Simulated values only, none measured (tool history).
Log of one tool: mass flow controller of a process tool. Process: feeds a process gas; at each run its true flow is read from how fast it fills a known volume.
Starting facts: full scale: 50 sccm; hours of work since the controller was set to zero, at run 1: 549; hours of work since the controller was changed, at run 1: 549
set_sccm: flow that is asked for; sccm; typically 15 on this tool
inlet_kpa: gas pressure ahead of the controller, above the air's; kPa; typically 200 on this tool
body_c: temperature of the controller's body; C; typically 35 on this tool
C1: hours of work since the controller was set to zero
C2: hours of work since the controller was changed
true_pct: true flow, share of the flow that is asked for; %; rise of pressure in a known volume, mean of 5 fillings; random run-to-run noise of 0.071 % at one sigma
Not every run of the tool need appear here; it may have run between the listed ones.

Run 1, day 0: usual settings; C1 549; C2 549. Result: true_pct 100.15 %.
Run 2, day 2.5: usual settings; C1 571; C2 571. Result: true_pct 100.11 %.
Run 3, day 5.125: usual settings; C1 594; C2 594. Result: true_pct 100.03 %.
Run 4, day 7.517: usual settings; C1 616; C2 616. Result: true_pct 100.24 %.
Run 5, day 9.888: usual settings; C1 637; C2 637. Result: true_pct 100.12 %.
Run 6, day 12.546: usual settings but inlet_kpa 169 kPa; C1 661; C2 661. Result: true_pct 100.09 %.
Run 7, day 14.133: usual settings but inlet_kpa 169 kPa; C1 675; C2 675. Result: true_pct 100.16 %.
Run 8, day 16.733: usual settings but inlet_kpa 170 kPa; C1 698; C2 698. Result: true_pct 100.17 %.
Run 9, day 18.762: usual settings but inlet_kpa 170 kPa; C1 716; C2 716. Result: true_pct 100.04 %.
Run 10, day 20.575: usual settings; C1 732; C2 732. Result: true_pct 100.03 %.
Run 11, day 22.833: usual settings; C1 753; C2 753. Result: true_pct 100.1 %.
Run 12, day 24.504: usual settings; C1 767; C2 767. Result: true_pct 100.17 %.
Run 13, day 26.683: usual settings; C1 787; C2 787. Result: true_pct 100.19 %.
Run 14, day 29.771: usual settings; C1 814; C2 814. Result: true_pct 100.21 %.
Run 15, day 32.029: usual settings; C1 835; C2 835. Result: true_pct 100.16 %.
Run 16, day 34: usual settings but set_sccm 6 sccm, inlet_kpa 262 kPa, body_c 39 C; C1 852; C2 852. Result: true_pct 100.6 %.
At day 34.267: controller's zero set anew.
Run 17, day 36.842: usual settings but set_sccm 6 sccm, inlet_kpa 262 kPa, body_c 39 C; C1 23; C2 877. Result: true_pct 100.83 %.
Run 18, day 38.921: usual settings but set_sccm 41 sccm; C1 42; C2 896. Result: true_pct 100.22 %.
Run 19, day 42.079: usual settings but set_sccm 33 sccm, body_c 23 C; C1 70; C2 924. Result: true_pct 99.49 %.
At day 44.396: controller's zero set anew, once more.
Run 20, day 44.833: usual settings but set_sccm 25 sccm, inlet_kpa 142 kPa; C1 4; C2 949. Result: true_pct 99.95 %.
Run 21, day 47.738: usual settings but set_sccm 49 sccm, inlet_kpa 142 kPa, body_c 37 C; C1 30; C2 975. Result: true_pct 100.36 %.
Run 22, day 49.958: usual settings but set_sccm 18 sccm, inlet_kpa 146 kPa, body_c 20 C; C1 50; C2 994. Result: true_pct 99.15 %.
Run 23, day 52.362: usual settings but set_sccm 9 sccm, inlet_kpa 219 kPa, body_c 24 C; C1 71; C2 1016. Result: true_pct 99.11 %.
Run 24, day 54.258: usual settings but set_sccm 33 sccm, inlet_kpa 167 kPa, body_c 40 C; C1 88; C2 1033. Result: true_pct 100.3 %.
Run 25, day 56.683: usual settings but set_sccm 37 sccm, inlet_kpa 167 kPa, body_c 34 C; C1 110; C2 1054. Result: true_pct 100.13 %.
Run 26, day 58.467: usual settings but set_sccm 47 sccm, inlet_kpa 242 kPa, body_c 23 C; C1 126; C2 1070. Result: true_pct 99.58 %.
Run 27, day 61.317: usual settings but set_sccm 47 sccm, inlet_kpa 242 kPa, body_c 23 C; C1 151; C2 1096. Result: true_pct 99.53 %.
Run 28, day 62.825: usual settings but set_sccm 7 sccm, inlet_kpa 166 kPa, body_c 32 C; C1 165; C2 1109. Result: true_pct 99.69 %.
Run 29, day 64.612: usual settings but body_c 40 C; C1 181; C2 1125. Result: true_pct 100 %.

Consider 4 possible next runs. They are alternatives, not a sequence: every one starts from the tool as it was left by run 29. What does each give?
Run A, day 66.975: usual settings but set_sccm 50 sccm, inlet_kpa 257 kPa, body_c 27 C; C1 202; C2 1146. Result: true_pct ?.
Run B, day 66.975: usual settings but set_sccm 45 sccm, inlet_kpa 190 kPa, body_c 25 C; C1 202; C2 1146. Result: true_pct ?.
Run C, day 66.975: usual settings but set_sccm 26 sccm, inlet_kpa 259 kPa, body_c 23 C; C1 202; C2 1146. Result: true_pct ?.
Run D, day 66.975: usual settings but body_c 38 C; C1 202; C2 1146. Result: true_pct ?.

run  true_pct
  A     99.76
  B     99.71
  C     99.14
  D     99.84
The same runs, with their run-to-run variation unchanged, on a tool lacking any hidden condition would have given:
run  true_pct
  A    100.03
  B     99.98
  C     99.39
  D    100.03
